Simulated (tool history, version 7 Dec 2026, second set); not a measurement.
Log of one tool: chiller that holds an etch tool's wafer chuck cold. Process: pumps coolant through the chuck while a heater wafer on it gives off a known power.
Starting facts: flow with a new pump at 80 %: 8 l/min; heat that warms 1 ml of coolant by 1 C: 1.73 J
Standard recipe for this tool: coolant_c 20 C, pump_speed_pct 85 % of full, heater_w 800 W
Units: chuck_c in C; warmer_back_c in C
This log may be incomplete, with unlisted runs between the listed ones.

Run 1, day 0.000: usual settings. Result: chuck_c 29.2 C, warmer_back_c 3.25 C.
Run 2, day 2.312: usual settings. Result: chuck_c 29.0 C, warmer_back_c 3.31 C.
Run 3, day 4.717: usual settings but coolant_c 17 C. Result: chuck_c 26.3 C, warmer_back_c 3.30 C.
Run 4, day 6.038: usual settings but coolant_c 17 C. Result: chuck_c 25.9 C, warmer_back_c 3.30 C.
Run 5, day 8.333: usual settings but coolant_c 17 C. Result: chuck_c 26.3 C, warmer_back_c 3.29 C.
Run 6, day 9.925: usual settings. Result: chuck_c 29.1 C, warmer_back_c 3.24 C.
Run 7, day 11.742: usual settings. Result: chuck_c 29.2 C, warmer_back_c 3.34 C.
Run 8, day 13.592: usual settings. Result: chuck_c 29.1 C, warmer_back_c 3.35 C.
Run 9, day 15.688: usual settings. Result: chuck_c 29.5 C, warmer_back_c 3.29 C.
Run 10, day 16.704: usual settings but coolant_c 18 C, pump_speed_pct 92 % of full, heater_w 669 W. Result: chuck_c 25.3 C, warmer_back_c 2.61 C.

Predict the results of run 11:
At day 17.117: coolant pump overhauled.
Run 11, day 19.058: usual settings but coolant_c 17 C, pump_speed_pct 66 % of full, heater_w 450 W. Result: chuck_c ?, warmer_back_c ?.

{"run 11": {"chuck_c": 23.3, "warmer_back_c": 2.41}}
If the tool had no hidden condition, the same run with the same run-to-run variation would have returned chuck_c 22.1 C, warmer_back_c 2.38 C.
